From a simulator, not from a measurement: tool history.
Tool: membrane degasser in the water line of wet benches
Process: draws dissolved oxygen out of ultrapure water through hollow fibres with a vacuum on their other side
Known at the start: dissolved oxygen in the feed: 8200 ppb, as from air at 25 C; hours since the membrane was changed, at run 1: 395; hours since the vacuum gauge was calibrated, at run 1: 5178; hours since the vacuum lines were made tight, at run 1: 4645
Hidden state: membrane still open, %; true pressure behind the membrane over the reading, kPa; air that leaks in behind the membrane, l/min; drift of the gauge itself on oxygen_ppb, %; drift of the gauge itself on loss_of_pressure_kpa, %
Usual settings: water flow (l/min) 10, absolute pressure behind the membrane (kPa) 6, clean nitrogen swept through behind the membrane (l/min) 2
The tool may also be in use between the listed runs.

run,hour,water flow (l/min),absolute pressure behind the membrane (kPa),clean nitrogen swept through behind the membrane (l/min),hours since the membrane was changed,hours since the vacuum gauge was calibrated,hours since the vacuum lines were made tight,dissolved oxygen in the water behind the degasser (ppb),pressure that the water loses in the fibres (kPa)
1,0,10,6,2,395,5178,4645,37.1,55.81
2,111.5,10,6,2.24,507,5290,4756,33.2,55.71
3,184.9,11,6,2,580,5363,4830,40.5,61.63
4,259.2,11,6,2,655,5438,4904,41.2,61.36
5,423.3,11,6,2,819,5602,5068,40.5,61.13
6,566.1,10,6,2,962,5744,5211,36.6,55.25
7,690.4,10,6,2,1086,5869,5335,36.2,55.84
8,778.9,10,6,2,1174,5957,5424,36.4,55.72
9,907.1,10,6,2,1303,6086,5552,36.5,55.68
10,987.4,10,6,2,1383,6166,5632,35.9,55.62
11,1067.9,10,6,2,1463,6246,5713,36.6,55.64
12,1141.9,7,6,2,1537,6320,5787,25.1,38.79
13,1237.1,7,6,2,1633,6416,5882,24.3,38.95
14,1393.3,10,6,3.71,1789,6572,6038,21.2,55.37
15,1502.1,10,6,3.71,1897,6680,6147,20.7,55.5
16,1596.2,7,5.42,2.64,1992,6775,6241,15.4,38.66
17,1716.3,6,3.62,1.08,2112,6895,6361,6.1,33.14
18,1833.8,7,4.3,5.23,2229,7012,6478,4.2,38.76
19,1965.7,7,4.3,5.23,2361,7144,6610,4.1,38.62
20,2053.2,7,4.3,2.44,2449,7232,6698,8.2,38.47
21,2215.9,7,4.3,2.44,2611,7394,6861,8.2,38.68
22,2352.7,7,7.82,2,2748,7531,6997,39.2,38.69
23,2501.7,11,4.34,1.56,2897,7680,7146,23.2,60.38
24,2623,11,4.34,1.56,3018,7801,7268,23.4,60.34
25,2719.1,13,4.34,1.97,3115,7898,7364,25.1,71.23
26,2871.3,6,6.19,1.72,3267,8050,7516,25.7,32.75
27,3027.5,6,6.19,1.72,3423,8206,7672,26.5,32.9

4 ways to go on from here, each from the tool as it stands after run 27. What would each give?
A,3141.4,9,6.19,2.73,3537,8320,7786,?,?
B,3141.4,10,6.4,2,3537,8320,7786,?,?
C,3141.4,10,8.71,2.42,3537,8320,7786,?,?
D,3141.4,13,11.49,2.01,3537,8320,7786,?,?

run,dissolved oxygen in the water behind the degasser (ppb),pressure that the water loses in the fibres (kPa)
A,26.2,49.28
B,41.1,54.72
C,57.6,54.7
D,133.4,70.45
Without the tool's hidden state the same runs would have given:
run,dissolved oxygen in the water behind the degasser (ppb),pressure that the water loses in the fibres (kPa)
A,26.1,50.42
B,41,55.97
C,57.5,55.95
D,133.2,72.08

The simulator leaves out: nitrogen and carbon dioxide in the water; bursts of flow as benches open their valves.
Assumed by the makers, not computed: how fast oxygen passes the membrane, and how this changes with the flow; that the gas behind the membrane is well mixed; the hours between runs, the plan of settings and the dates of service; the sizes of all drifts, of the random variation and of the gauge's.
